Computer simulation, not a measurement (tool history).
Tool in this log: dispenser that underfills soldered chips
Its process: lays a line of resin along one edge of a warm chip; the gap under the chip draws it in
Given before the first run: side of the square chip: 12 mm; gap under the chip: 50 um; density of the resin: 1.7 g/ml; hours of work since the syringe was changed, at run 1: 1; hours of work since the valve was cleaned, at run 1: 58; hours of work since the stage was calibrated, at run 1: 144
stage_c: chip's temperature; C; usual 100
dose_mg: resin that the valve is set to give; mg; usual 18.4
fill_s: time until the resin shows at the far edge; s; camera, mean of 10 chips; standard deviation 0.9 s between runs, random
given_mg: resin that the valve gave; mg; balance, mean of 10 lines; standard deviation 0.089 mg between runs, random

run,day,stage_c,dose_mg,hours of work since the syringe was changed,hours of work since the valve was cleaned,hours of work since the stage was calibrated,fill_s,given_mg
1,0.000,100,18.4,1,58,144,87.4,17.92
2,0.233,100,18.4,5,61,148,114.5,17.81
# day 0.358: new syringe of resin
3,0.433,100,18.4,1,64,150,88.8,18.00
4,0.683,100,18.4,5,68,154,120.9,17.79
# day 0.804: new syringe of resin
5,0.975,100,17.8,3,72,158,98.4,17.27
# day 1.254: new syringe of resin
6,1.283,100,17.8,0,76,163,85.8,17.30
7,1.633,100,17.8,6,81,168,128.6,17.25
# day 1.700: new syringe of resin
8,1.846,100,17.8,2,84,171,93.7,17.12
# day 2.150: new syringe of resin
9,2.246,100,17.8,1,90,177,91.2,16.93
10,2.500,100,17.8,5,94,180,124.0,17.08
# day 2.604: new syringe of resin
11,2.829,100,17.8,3,99,185,106.8,16.86
# day 2.967: dispensing valve cleaned and set on the balance
# day 3.108: new syringe of resin
12,3.221,100,17.8,2,4,190,90.5,17.62
13,3.450,100,17.8,5,7,193,118.7,17.67
# day 3.562: new syringe of resin
14,3.646,100,17.8,1,10,196,90.7,17.39
# day 4.021: new syringe of resin
15,4.029,100,17.5,0,15,202,77.9,17.49
16,4.346,89,18.4,5,20,206,191.9,18.25
# day 4.479: new syringe of resin
17,4.575,100,18.4,1,23,210,87.2,18.10
18,4.775,100,18.4,4,26,213,114.0,18.05
# day 4.929: new syringe of resin
19,4.975,98,19.1,1,29,215,88.3,18.83
20,5.250,102,16.1,5,33,219,106.6,15.76
# day 5.388: new syringe of resin
21,5.492,102,16.1,2,36,223,83.5,15.76
22,5.762,102,16.1,6,40,227,116.4,15.70
# day 5.850: new syringe of resin
23,6.146,94,19.1,4,46,232,144.8,18.60
# day 6.312: new syringe of resin
24,6.367,94,22.3,1,49,235,106.1,21.76
25,6.592,101,18.8,4,52,239,104.5,18.43
# day 6.775: new syringe of resin
26,6.921,89,23.2,2,57,244,153.2,22.50
# day 7.233: new syringe of resin
27,7.242,89,23.2,0,62,248,127.7,22.60
28,7.546,90,23.6,5,66,253,173.5,22.65
# day 7.683: new syringe of resin
29,7.754,90,23.6,1,69,256,131.3,22.89
30,7.950,90,23.6,4,72,258,167.0,22.74
# day 8.129: new syringe of resin
31,8.233,90,23.6,2,76,262,137.0,22.78
32,8.521,90,23.6,6,80,267,194.6,22.53
# day 8.592: new syringe of resin
33,8.838,90,23.6,4,85,271,160.0,22.65
# day 9.042: new syringe of resin
34,9.067,109,20.2,0,88,275,52.3,19.31
35,9.242,86,20.5,3,91,277,183.1,19.45

How the hidden state differs across the entries between the runs, from the last listed run before each to the first after it:
Runs 2 to 3: new syringe of resin (day 0.358)
  resin's viscosity, % of fresh resin's: 145.3 -> 110.6; dose that the valve gives, % of what is set: 97.09 -> 96.96; true chip temperature over the reading, C: 1.19 -> 1.21
  the result without the hidden state subtracted from the measured one, fill_s: +31.8 -> +4.4 s; given_mg: -0.54 -> -0.57 mg
Runs 4 to 5: new syringe of resin (day 0.804)
  resin's viscosity, % of fresh resin's: 150 -> 122.9; dose that the valve gives, % of what is set: 96.78 -> 96.56; true chip temperature over the reading, C: 1.24 -> 1.27
  the result without the hidden state subtracted from the measured one, fill_s: +36.0 -> +14.2 s; given_mg: -0.60 -> -0.61 mg
Runs 5 to 6: new syringe of resin (day 1.254)
  resin's viscosity, % of fresh resin's: 122.9 -> 105.3; dose that the valve gives, % of what is set: 96.56 -> 96.34; true chip temperature over the reading, C: 1.27 -> 1.31
  the result without the hidden state subtracted from the measured one, fill_s: +14.2 -> +0.0 s; given_mg: -0.61 -> -0.66 mg
Runs 7 to 8: new syringe of resin (day 1.700)
  resin's viscosity, % of fresh resin's: 160.4 -> 117.4; dose that the valve gives, % of what is set: 96.09 -> 95.93; true chip temperature over the reading, C: 1.35 -> 1.37
  the result without the hidden state subtracted from the measured one, fill_s: +44.1 -> +9.4 s; given_mg: -0.70 -> -0.73 mg
Runs 8 to 9: new syringe of resin (day 2.150)
  resin's viscosity, % of fresh resin's: 117.4 -> 113.7; dose that the valve gives, % of what is set: 95.93 -> 95.65; true chip temperature over the reading, C: 1.37 -> 1.41
  the result without the hidden state subtracted from the measured one, fill_s: +9.4 -> +6.4 s; given_mg: -0.73 -> -0.77 mg
Runs 10 to 11: new syringe of resin (day 2.604)
  resin's viscosity, % of fresh resin's: 154.5 -> 133; dose that the valve gives, % of what is set: 95.47 -> 95.23; true chip temperature over the reading, C: 1.44 -> 1.47
  the result without the hidden state subtracted from the measured one, fill_s: +38.9 -> +21.8 s; given_mg: -0.80 -> -0.84 mg
Runs 11 to 12: dispensing valve cleaned and set on the balance (day 2.967); new syringe of resin (day 3.108)
  resin's viscosity, % of fresh resin's: 133 -> 113.6; dose that the valve gives, % of what is set: 95.23 -> 99.61; true chip temperature over the reading, C: 1.47 -> 1.5
  the result without the hidden state subtracted from the measured one, fill_s: +21.8 -> +5.2 s; given_mg: -0.84 -> -0.07 mg
Runs 13 to 14: new syringe of resin (day 3.562)
  resin's viscosity, % of fresh resin's: 149.5 -> 113.4; dose that the valve gives, % of what is set: 99.44 -> 99.31; true chip temperature over the reading, C: 1.53 -> 1.55
  the result without the hidden state subtracted from the measured one, fill_s: +33.4 -> +5.0 s; given_mg: -0.10 -> -0.12 mg
Runs 14 to 15: new syringe of resin (day 4.021)
  resin's viscosity, % of fresh resin's: 113.4 -> 98.4; dose that the valve gives, % of what is set: 99.31 -> 99.04; true chip temperature over the reading, C: 1.55 -> 1.59
  the result without the hidden state subtracted from the measured one, fill_s: +5.0 -> -7.0 s; given_mg: -0.12 -> -0.16 mg
Runs 16 to 17: new syringe of resin (day 4.479)
  resin's viscosity, % of fresh resin's: 144.1 -> 112.7; dose that the valve gives, % of what is set: 98.81 -> 98.65; true chip temperature over the reading, C: 1.62 -> 1.64
  the result without the hidden state subtracted from the measured one, fill_s: +48.0 -> +3.9 s; given_mg: -0.22 -> -0.25 mg
Runs 18 to 19: new syringe of resin (day 4.929)
  resin's viscosity, % of fresh resin's: 143.6 -> 104.4; dose that the valve gives, % of what is set: 98.5 -> 98.36; true chip temperature over the reading, C: 1.67 -> 1.68
  the result without the hidden state subtracted from the measured one, fill_s: +28.6 -> -2.9 s; given_mg: -0.28 -> -0.31 mg
Runs 20 to 21: new syringe of resin (day 5.388)
  resin's viscosity, % of fresh resin's: 145.8 -> 112.7; dose that the valve gives, % of what is set: 98.14 -> 97.97; true chip temperature over the reading, C: 1.71 -> 1.74
  the result without the hidden state subtracted from the measured one, fill_s: +28.1 -> +3.8 s; given_mg: -0.30 -> -0.33 mg
Runs 22 to 23: new syringe of resin (day 5.850)
  resin's viscosity, % of fresh resin's: 156.3 -> 141.5; dose that the valve gives, % of what is set: 97.76 -> 97.51; true chip temperature over the reading, C: 1.76 -> 1.8
  the result without the hidden state subtracted from the measured one, fill_s: +36.2 -> +33.8 s; given_mg: -0.36 -> -0.48 mg
Runs 23 to 24: new syringe of resin (day 6.312)
  resin's viscosity, % of fresh resin's: 141.5 -> 104.7; dose that the valve gives, % of what is set: 97.51 -> 97.35; true chip temperature over the reading, C: 1.8 -> 1.83
  the result without the hidden state subtracted from the measured one, fill_s: +33.8 -> -4.3 s; given_mg: -0.48 -> -0.59 mg
Runs 25 to 26: new syringe of resin (day 6.775)
  resin's viscosity, % of fresh resin's: 137.9 -> 121.2; dose that the valve gives, % of what is set: 97.18 -> 96.94; true chip temperature over the reading, C: 1.85 -> 1.88
  the result without the hidden state subtracted from the measured one, fill_s: +22.3 -> +15.0 s; given_mg: -0.53 -> -0.71 mg
Runs 26 to 27: new syringe of resin (day 7.233)
  resin's viscosity, % of fresh resin's: 121.2 -> 100.6; dose that the valve gives, % of what is set: 96.94 -> 96.69; true chip temperature over the reading, C: 1.88 -> 1.91
  the result without the hidden state subtracted from the measured one, fill_s: +15.0 -> -11.3 s; given_mg: -0.71 -> -0.77 mg
Runs 28 to 29: new syringe of resin (day 7.683)
  resin's viscosity, % of fresh resin's: 145.3 -> 109.4; dose that the valve gives, % of what is set: 96.45 -> 96.32; true chip temperature over the reading, C: 1.95 -> 1.97
  the result without the hidden state subtracted from the measured one, fill_s: +42.7 -> -0.4 s; given_mg: -0.84 -> -0.87 mg
Runs 30 to 31: new syringe of resin (day 8.129)
  resin's viscosity, % of fresh resin's: 138.6 -> 114; dose that the valve gives, % of what is set: 96.16 -> 95.98; true chip temperature over the reading, C: 1.99 -> 2.02
  the result without the hidden state subtracted from the measured one, fill_s: +34.7 -> +4.8 s; given_mg: -0.90 -> -0.95 mg
Runs 32 to 33: new syringe of resin (day 8.592)
  resin's viscosity, % of fresh resin's: 161 -> 133.6; dose that the valve gives, % of what is set: 95.77 -> 95.54; true chip temperature over the reading, C: 2.05 -> 2.08
  the result without the hidden state subtracted from the measured one, fill_s: +61.5 -> +28.0 s; given_mg: -1.00 -> -1.06 mg
Runs 33 to 34: new syringe of resin (day 9.042)
  resin's viscosity, % of fresh resin's: 133.6 -> 101.5; dose that the valve gives, % of what is set: 95.54 -> 95.39; true chip temperature over the reading, C: 2.08 -> 2.1
  the result without the hidden state subtracted from the measured one, fill_s: +28.0 -> -3.9 s; given_mg: -1.06 -> -0.94 mg
